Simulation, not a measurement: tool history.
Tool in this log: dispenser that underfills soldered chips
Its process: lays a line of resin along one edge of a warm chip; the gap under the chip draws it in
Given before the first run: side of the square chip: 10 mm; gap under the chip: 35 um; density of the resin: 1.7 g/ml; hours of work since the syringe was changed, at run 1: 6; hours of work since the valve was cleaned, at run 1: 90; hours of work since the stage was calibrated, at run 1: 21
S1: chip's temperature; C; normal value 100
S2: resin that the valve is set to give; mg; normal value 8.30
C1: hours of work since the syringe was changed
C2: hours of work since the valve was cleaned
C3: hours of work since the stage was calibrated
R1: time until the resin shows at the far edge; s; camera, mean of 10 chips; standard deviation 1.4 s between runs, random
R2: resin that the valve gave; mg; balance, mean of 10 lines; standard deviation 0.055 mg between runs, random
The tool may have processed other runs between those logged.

{"run": 1, "hour": 0.0, "S1": 100, "S2": 8.3, "C1": 6, "C2": 90, "C3": 21, "R1": 177.8, "R2": 7.73}
{"hour": 6.5, "done": "new syringe of resin"}
{"run": 2, "hour": 8.0, "S1": 100, "S2": 8.3, "C1": 1, "C2": 95, "C3": 26, "R1": 146.2, "R2": 7.77}
{"hour": 12.2, "done": "dispensing valve cleaned and set on the balance"}
{"run": 3, "hour": 19.5, "S1": 100, "S2": 8.3, "C1": 8, "C2": 5, "C3": 33, "R1": 206.3, "R2": 8.28}
{"hour": 23.7, "done": "new syringe of resin"}
{"run": 4, "hour": 26.9, "S1": 100, "S2": 8.3, "C1": 2, "C2": 10, "C3": 38, "R1": 151.6, "R2": 8.28}
{"hour": 38.7, "done": "new syringe of resin"}
{"run": 5, "hour": 39.2, "S1": 100, "S2": 7.88, "C1": 0, "C2": 18, "C3": 46, "R1": 134.2, "R2": 7.72}
{"run": 6, "hour": 46.7, "S1": 100, "S2": 8.45, "C1": 5, "C2": 23, "C3": 51, "R1": 176.8, "R2": 8.38}
{"hour": 54.2, "done": "new syringe of resin"}
{"run": 7, "hour": 56.3, "S1": 100, "S2": 7.57, "C1": 1, "C2": 29, "C3": 57, "R1": 147.8, "R2": 7.41}
{"run": 8, "hour": 65.0, "S1": 100, "S2": 7.57, "C1": 7, "C2": 35, "C3": 63, "R1": 196.9, "R2": 7.34}
{"hour": 70.6, "done": "new syringe of resin"}
{"run": 9, "hour": 79.9, "S1": 100, "S2": 7.14, "C1": 6, "C2": 44, "C3": 72, "R1": 199.8, "R2": 6.96}
{"hour": 85.9, "done": "new syringe of resin"}
{"run": 10, "hour": 96.0, "S1": 100, "S2": 8.62, "C1": 7, "C2": 55, "C3": 83, "R1": 185.2, "R2": 8.33}
{"hour": 102.2, "done": "new syringe of resin"}
{"run": 11, "hour": 107.3, "S1": 115, "S2": 8.3, "C1": 3, "C2": 62, "C3": 90, "R1": 98.2, "R2": 7.96}
{"hour": 117.5, "done": "new syringe of resin"}
{"run": 12, "hour": 122.5, "S1": 100, "S2": 8.3, "C1": 3, "C2": 72, "C3": 100, "R1": 159.9, "R2": 7.87}
{"hour": 133.2, "done": "new syringe of resin"}
{"run": 13, "hour": 138.9, "S1": 88, "S2": 8.3, "C1": 4, "C2": 83, "C3": 111, "R1": 263.5, "R2": 7.68}
{"run": 14, "hour": 146.6, "S1": 88, "S2": 8.3, "C1": 9, "C2": 88, "C3": 116, "R1": 336.4, "R2": 7.86}
{"hour": 148.1, "done": "new syringe of resin"}
{"run": 15, "hour": 154.8, "S1": 88, "S2": 10.66, "C1": 4, "C2": 93, "C3": 121, "R1": 257.8, "R2": 9.94}
{"hour": 162.5, "done": "dispensing valve cleaned and set on the balance"}
{"hour": 164.0, "done": "new syringe of resin"}
{"run": 16, "hour": 164.0, "S1": 88, "S2": 10.66, "C1": 0, "C2": 1, "C3": 127, "R1": 202.2, "R2": 10.62}
{"hour": 178.9, "done": "new syringe of resin"}
{"run": 17, "hour": 179.2, "S1": 88, "S2": 10.66, "C1": 0, "C2": 11, "C3": 137, "R1": 211.6, "R2": 10.43}
{"run": 18, "hour": 189.7, "S1": 88, "S2": 9.42, "C1": 7, "C2": 18, "C3": 144, "R1": 302.0, "R2": 9.27}
{"hour": 193.9, "done": "new syringe of resin"}
{"run": 19, "hour": 200.5, "S1": 88, "S2": 8.0, "C1": 4, "C2": 25, "C3": 151, "R1": 263.8, "R2": 7.95}
{"hour": 209.3, "done": "new syringe of resin"}
{"run": 20, "hour": 215.1, "S1": 86, "S2": 9.95, "C1": 4, "C2": 34, "C3": 160, "R1": 275.6, "R2": 9.76}
{"hour": 224.3, "done": "new syringe of resin"}
{"run": 21, "hour": 229.0, "S1": 100, "S2": 8.27, "C1": 3, "C2": 43, "C3": 169, "R1": 163.2, "R2": 7.99}
{"run": 22, "hour": 237.3, "S1": 103, "S2": 7.81, "C1": 9, "C2": 49, "C3": 175, "R1": 196.9, "R2": 7.52}
{"hour": 240.2, "done": "new syringe of resin"}
{"run": 23, "hour": 252.6, "S1": 103, "S2": 7.81, "C1": 8, "C2": 59, "C3": 185, "R1": 194.8, "R2": 7.35}
{"hour": 255.7, "done": "new syringe of resin"}
{"run": 24, "hour": 260.2, "S1": 101, "S2": 7.61, "C1": 3, "C2": 64, "C3": 190, "R1": 159.6, "R2": 7.26}
{"run": 25, "hour": 268.3, "S1": 101, "S2": 7.52, "C1": 8, "C2": 69, "C3": 195, "R1": 211.5, "R2": 7.11}
{"hour": 271.0, "done": "new syringe of resin"}
{"run": 26, "hour": 282.6, "S1": 101, "S2": 7.52, "C1": 8, "C2": 78, "C3": 204, "R1": 206.1, "R2": 7.03}
{"hour": 286.2, "done": "new syringe of resin"}
{"run": 27, "hour": 291.2, "S1": 106, "S2": 8.54, "C1": 3, "C2": 84, "C3": 210, "R1": 136.0, "R2": 8.0}
{"hour": 301.8, "done": "new syringe of resin"}
{"run": 28, "hour": 307.2, "S1": 106, "S2": 8.54, "C1": 4, "C2": 94, "C3": 220, "R1": 138.6, "R2": 7.93}
{"hour": 313.2, "done": "dispensing valve cleaned and set on the balance"}
{"hour": 317.7, "done": "new syringe of resin"}
{"run": 29, "hour": 317.7, "S1": 106, "S2": 8.54, "C1": 0, "C2": 3, "C3": 227, "R1": 113.2, "R2": 8.49}
{"run": 30, "hour": 331.7, "S1": 88, "S2": 9.45, "C1": 9, "C2": 12, "C3": 236, "R1": 342.5, "R2": 9.28}
{"hour": 333.4, "done": "new syringe of resin"}
{"hour": 348.3, "done": "new syringe of resin"}
{"run": 31, "hour": 348.3, "S1": 100, "S2": 10.53, "C1": 0, "C2": 23, "C3": 247, "R1": 139.9, "R2": 10.4}
{"run": 32, "hour": 360.1, "S1": 100, "S2": 10.53, "C1": 8, "C2": 31, "C3": 254, "R1": 203.6, "R2": 10.27}
{"hour": 364.2, "done": "new syringe of resin"}
{"run": 33, "hour": 375.3, "S1": 98, "S2": 8.69, "C1": 7, "C2": 41, "C3": 264, "R1": 219.3, "R2": 8.39}
{"hour": 379.0, "done": "new syringe of resin"}
{"run": 34, "hour": 384.0, "S1": 85, "S2": 9.87, "C1": 3, "C2": 46, "C3": 270, "R1": 278.1, "R2": 9.49}
{"hour": 395.0, "done": "new syringe of resin"}
{"run": 35, "hour": 396.9, "S1": 99, "S2": 7.5, "C1": 1, "C2": 55, "C3": 278, "R1": 167.7, "R2": 7.18}

Selected run-to-run steps in R1, each split into two signed amounts: the part the tool would show with no hidden state at all (from settings, incoming material and random variation), and the remainder, which goes to the hidden state together with any gauge scatter not common to the measured and the hidden-state-free results:
The hidden state here: resin's viscosity, % of fresh resin's; dose that the valve gives, % of what is set; true chip temperature over the reading, C; drift of the gauge itself on fill_s, %; drift of the gauge itself on given_mg, %.
Run 17 -> 18: S2 10.66 -> 9.42. R1 +90.4 s: hidden state +89.9, all else +0.5.
Run 20 -> 21: S1 86 -> 100, S2 9.95 -> 8.27, new syringe of resin. R1 -112.4 s: hidden state -26.2, all else -86.2.
Run 29 -> 30: S1 106 -> 88, S2 8.54 -> 9.45. R1 +229.3 s: hidden state +133.6, all else +95.7.
Run 30 -> 31: S1 88 -> 100, S2 9.45 -> 10.53, new syringe of resin, new syringe of resin. R1 -202.6 s: hidden state -130.1, all else -72.5.
